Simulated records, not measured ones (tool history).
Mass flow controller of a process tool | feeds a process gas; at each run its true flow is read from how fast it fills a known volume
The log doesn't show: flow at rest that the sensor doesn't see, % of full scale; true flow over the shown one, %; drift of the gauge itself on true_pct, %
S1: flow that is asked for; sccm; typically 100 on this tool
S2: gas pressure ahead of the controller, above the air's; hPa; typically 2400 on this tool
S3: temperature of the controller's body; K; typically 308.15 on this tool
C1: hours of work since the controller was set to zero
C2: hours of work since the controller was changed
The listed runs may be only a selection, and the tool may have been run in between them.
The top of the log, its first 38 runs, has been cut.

{"run": 39, "hour": 8806.1, "S1": 44, "S2": 2230, "S3": 294.15, "C1": 3077, "C2": 8709, "true flow (%)": 99.03}
{"run": 40, "hour": 9030.4, "S1": 95, "S2": 1680, "S3": 294.15, "C1": 3201, "C2": 8834, "true flow (%)": 99.64}
{"hour": 9069.1, "done": "gauge calibrated"}
{"run": 41, "hour": 9285.0, "S1": 28, "S2": 1980, "S3": 308.15, "C1": 3342, "C2": 8975, "true flow (%)": 96.66}
{"run": 42, "hour": 9451.0, "S1": 39, "S2": 2400, "S3": 311.15, "C1": 3434, "C2": 9067, "true flow (%)": 96.89}
{"run": 43, "hour": 9686.7, "S1": 21, "S2": 2140, "S3": 307.15, "C1": 3565, "C2": 9197, "true flow (%)": 96.69}
{"run": 44, "hour": 9954.5, "S1": 100, "S2": 2400, "S3": 305.15, "C1": 3713, "C2": 9345, "true flow (%)": 98.28}
{"run": 45, "hour": 10226.9, "S1": 100, "S2": 2400, "S3": 305.15, "C1": 3864, "C2": 9496, "true flow (%)": 98.22}
{"run": 46, "hour": 10486.9, "S1": 100, "S2": 2400, "S3": 305.15, "C1": 4008, "C2": 9640, "true flow (%)": 98.24}
{"run": 47, "hour": 10732.9, "S1": 100, "S2": 2400, "S3": 305.15, "C1": 4144, "C2": 9777, "true flow (%)": 98.45}

Predict each of these 3 candidate next runs independently; none follows another, all start after run 47:
{"run": "A", "hour": 10997.6, "S1": 100, "S2": 2070, "S3": 305.15, "C1": 4291, "C2": 9923, "true flow (%)": "?"}
{"run": "B", "hour": 10997.6, "S1": 33, "S2": 2400, "S3": 311.15, "C1": 4291, "C2": 9923, "true flow (%)": "?"}
{"run": "C", "hour": 10997.6, "S1": 100, "S2": 1860, "S3": 306.15, "C1": 4291, "C2": 9923, "true flow (%)": "?"}

run=A true_flow_(%)=98.36
run=B true_flow_(%)=96.90
run=C true_flow_(%)=98.18
What these runs would have given with no unlogged condition in the tool:
run=A true_flow_(%)=98.10
run=B true_flow_(%)=96.65
run=C true_flow_(%)=97.93
